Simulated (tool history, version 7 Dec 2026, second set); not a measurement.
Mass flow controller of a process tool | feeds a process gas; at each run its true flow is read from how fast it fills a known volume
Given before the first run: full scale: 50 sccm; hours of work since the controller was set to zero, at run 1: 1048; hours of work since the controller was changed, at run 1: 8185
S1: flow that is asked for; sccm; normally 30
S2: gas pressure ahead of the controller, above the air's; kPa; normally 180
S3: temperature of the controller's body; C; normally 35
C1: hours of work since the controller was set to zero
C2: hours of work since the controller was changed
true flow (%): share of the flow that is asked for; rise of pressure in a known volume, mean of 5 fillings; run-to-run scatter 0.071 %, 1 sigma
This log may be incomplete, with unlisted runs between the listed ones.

Run 1, day 0.000: usual settings; C1 1048; C2 8185. Result: true flow (%) 102.10.
Run 2, day 20.221: usual settings; C1 1257; C2 8394. Result: true flow (%) 102.24.
Run 3, day 29.579: usual settings but S2 243 kPa; C1 1353; C2 8490. Result: true flow (%) 101.93.
Run 4, day 41.029: usual settings but S2 243 kPa; C1 1471; C2 8608. Result: true flow (%) 102.08.
Run 5, day 62.596: usual settings but S2 243 kPa, S3 38 C; C1 1694; C2 8831. Result: true flow (%) 102.29.
Run 6, day 71.446: usual settings; C1 1785; C2 8922. Result: true flow (%) 102.49.
Run 7, day 86.400: usual settings but S1 24 sccm; C1 1939; C2 9076. Result: true flow (%) 102.39.
Run 8, day 100.150: usual settings but S1 24 sccm; C1 2081; C2 9218. Result: true flow (%) 102.51.
Run 9, day 113.283: usual settings but S1 24 sccm; C1 2217; C2 9354. Result: true flow (%) 102.38.
Run 10, day 130.058: usual settings but S1 36 sccm; C1 2390; C2 9527. Result: true flow (%) 102.77.
Run 11, day 141.567: usual settings; C1 2509; C2 9646. Result: true flow (%) 102.70.
Run 12, day 159.625: usual settings; C1 2695; C2 9832. Result: true flow (%) 102.67.
Run 13, day 175.033: usual settings but S3 32 C; C1 2854; C2 9991. Result: true flow (%) 102.60.
Run 14, day 189.796: usual settings but S2 211 kPa; C1 3006; C2 10143. Result: true flow (%) 102.73.
Run 15, day 209.738: usual settings but S1 10 sccm, S2 220 kPa, S3 21 C; C1 3212; C2 10349. Result: true flow (%) 101.79.
Run 16, day 227.642: usual settings but S2 174 kPa, S3 39 C; C1 3397; C2 10534. Result: true flow (%) 103.35.
Run 17, day 245.683: usual settings but S1 10 sccm; C1 3583; C2 10720. Result: true flow (%) 103.32.
Run 18, day 267.096: usual settings but S1 10 sccm; C1 3804; C2 10941. Result: true flow (%) 103.59.
Run 19, day 288.825: usual settings but S1 9 sccm, S2 237 kPa; C1 4028; C2 11165. Result: true flow (%) 103.69.
Run 20, day 305.421: usual settings but S1 9 sccm, S2 237 kPa; C1 4199; C2 11336. Result: true flow (%) 103.85.
Run 21, day 322.092: usual settings but S1 19 sccm, S2 234 kPa, S3 28 C; C1 4371; C2 11508. Result: true flow (%) 102.51.
Run 22, day 331.271: usual settings but S1 26 sccm, S2 264 kPa, S3 28 C; C1 4466; C2 11603. Result: true flow (%) 102.33.
Run 23, day 348.067: usual settings but S1 26 sccm, S2 264 kPa, S3 28 C; C1 4639; C2 11776. Result: true flow (%) 102.27.
Run 24, day 358.338: usual settings but S2 234 kPa, S3 36 C; C1 4745; C2 11882. Result: true flow (%) 103.32.
Run 25, day 376.125: usual settings but S2 143 kPa; C1 4928; C2 12065. Result: true flow (%) 103.65.
Run 26, day 387.912: usual settings but S1 38 sccm, S2 208 kPa, S3 34 C; C1 5050; C2 12187. Result: true flow (%) 103.58.
Run 27, day 403.312: usual settings but S1 6 sccm, S3 31 C; C1 5209; C2 12346. Result: true flow (%) 106.04.

Consider 4 possible next runs. They are alternatives, not a sequence: every one starts from the tool as it was left by run 27. What does each give?
Run A, day 417.308: usual settings but S1 15 sccm, S3 25 C; C1 5353; C2 12490. Result: true flow (%) ?.
Run B, day 417.308: usual settings but S1 13 sccm, S2 165 kPa, S3 39 C; C1 5353; C2 12490. Result: true flow (%) ?.
Run C, day 417.308: usual settings but S1 7 sccm, S2 200 kPa, S3 21 C; C1 5353; C2 12490. Result: true flow (%) ?.
Run D, day 417.308: usual settings but S1 43 sccm, S2 267 kPa; C1 5353; C2 12490. Result: true flow (%) ?.

run  true flow (%)
  A         103.04
  B         104.68
  C         104.36
  D         103.62
The same runs, with their run-to-run variation unchanged, on a tool lacking any hidden condition would have given:
run  true flow (%)
  A          98.43
  B          99.78
  C          97.61
  D         100.23
